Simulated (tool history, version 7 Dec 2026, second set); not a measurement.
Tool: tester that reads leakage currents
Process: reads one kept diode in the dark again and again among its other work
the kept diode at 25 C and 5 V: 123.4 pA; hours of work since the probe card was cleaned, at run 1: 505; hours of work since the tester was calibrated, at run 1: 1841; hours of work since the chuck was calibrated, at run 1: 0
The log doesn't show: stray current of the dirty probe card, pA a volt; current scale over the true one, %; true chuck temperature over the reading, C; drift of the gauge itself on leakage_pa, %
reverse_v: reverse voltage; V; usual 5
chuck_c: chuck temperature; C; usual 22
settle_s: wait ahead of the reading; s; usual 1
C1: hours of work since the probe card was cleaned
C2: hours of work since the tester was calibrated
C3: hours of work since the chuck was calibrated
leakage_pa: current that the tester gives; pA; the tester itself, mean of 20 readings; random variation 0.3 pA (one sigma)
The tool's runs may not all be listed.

run 1 hour=0 | reverse_v=5 chuck_c=22 settle_s=1 | C1=505 C2=1841 C3=0 | leakage_pa=103.89
run 2 hour=136.6 | reverse_v=5 chuck_c=22 settle_s=1 | C1=599 C2=1935 C3=94 | leakage_pa=102.41
run 3 hour=217.3 | reverse_v=5 chuck_c=22 settle_s=1 | C1=654 C2=1990 C3=149 | leakage_pa=102.01
run 4 hour=312.6 | reverse_v=5 chuck_c=22 settle_s=1 | C1=720 C2=2056 C3=215 | leakage_pa=100.97
run 5 hour=419.2 | reverse_v=5 chuck_c=22 settle_s=1 | C1=793 C2=2129 C3=288 | leakage_pa=100.92
run 6 hour=490.2 | reverse_v=2.9 chuck_c=22 settle_s=1 | C1=842 C2=2178 C3=337 | leakage_pa=79.6
run 7 hour=623.4 | reverse_v=2.9 chuck_c=22 settle_s=1 | C1=934 C2=2269 C3=428 | leakage_pa=78.9
run 8 hour=747 | reverse_v=2.9 chuck_c=22 settle_s=1 | C1=1019 C2=2354 C3=513 | leakage_pa=78.48
run 9 hour=876.3 | reverse_v=2.9 chuck_c=22 settle_s=1 | C1=1107 C2=2443 C3=602 | leakage_pa=77.98
run 10 hour=958.8 | reverse_v=5 chuck_c=22 settle_s=1 | C1=1164 C2=2500 C3=659 | leakage_pa=97.54
run 11 hour=1021.1 | reverse_v=5 chuck_c=22 settle_s=1 | C1=1207 C2=2543 C3=702 | leakage_pa=97.22
run 12 hour=1116.1 | reverse_v=5 chuck_c=22 settle_s=1 | C1=1272 C2=2608 C3=767 | leakage_pa=96.57
run 13 hour=1228.5 | reverse_v=5 chuck_c=35 settle_s=1 | C1=1349 C2=2685 C3=844 | leakage_pa=238.67
run 14 hour=1303.3 | reverse_v=5 chuck_c=45 settle_s=4.9 | C1=1401 C2=2736 C3=896 | leakage_pa=460.58
run 15 hour=1425.2 | reverse_v=3.46 chuck_c=29 settle_s=0.59 | C1=1485 C2=2820 C3=979 | leakage_pa=133.6
-- hour=1454.8 chuck's temperature calibrated
run 16 hour=1519.6 | reverse_v=18.22 chuck_c=30 settle_s=1.55 | C1=1548 C2=2884 C3=45 | leakage_pa=319.93
run 17 hour=1641.3 | reverse_v=18.22 chuck_c=30 settle_s=1.55 | C1=1632 C2=2967 C3=128 | leakage_pa=320.78
run 18 hour=1764.8 | reverse_v=7.9 chuck_c=46 settle_s=1.55 | C1=1717 C2=3052 C3=213 | leakage_pa=637.29
run 19 hour=1878 | reverse_v=7.9 chuck_c=46 settle_s=1.55 | C1=1794 C2=3130 C3=291 | leakage_pa=637.19
run 20 hour=1987 | reverse_v=11.69 chuck_c=24 settle_s=0.41 | C1=1869 C2=3205 C3=366 | leakage_pa=179.45
run 21 hour=2106.9 | reverse_v=11.69 chuck_c=24 settle_s=2.51 | C1=1952 C2=3287 C3=448 | leakage_pa=172.93
run 22 hour=2219.4 | reverse_v=13.18 chuck_c=31 settle_s=0.56 | C1=2029 C2=3365 C3=525 | leakage_pa=292.17
run 23 hour=2355.3 | reverse_v=1.4 chuck_c=22 settle_s=2.4 | C1=2123 C2=3458 C3=619 | leakage_pa=58.72
run 24 hour=2485.8 | reverse_v=2.79 chuck_c=27 settle_s=3.42 | C1=2212 C2=3548 C3=709 | leakage_pa=110.75
run 25 hour=2558.6 | reverse_v=2.79 chuck_c=27 settle_s=3.42 | C1=2262 C2=3598 C3=759 | leakage_pa=109.18
run 26 hour=2683.4 | reverse_v=11.65 chuck_c=27 settle_s=3.8 | C1=2348 C2=3684 C3=844 | leakage_pa=203.33

How the hidden state differs across the entries between the runs, from the last listed run before each to the first after it:
Between runs 15 and 16: chuck's temperature calibrated (hour 1454.8)
  stray current of the dirty probe card, pA a volt: 1.569 -> 1.633; current scale over the true one, %: -0.72 -> -0.74; true chuck temperature over the reading, C: -1.67 -> -0.05
  measured less the result without the state, leakage_pa: -12.3 -> +25.7 pA
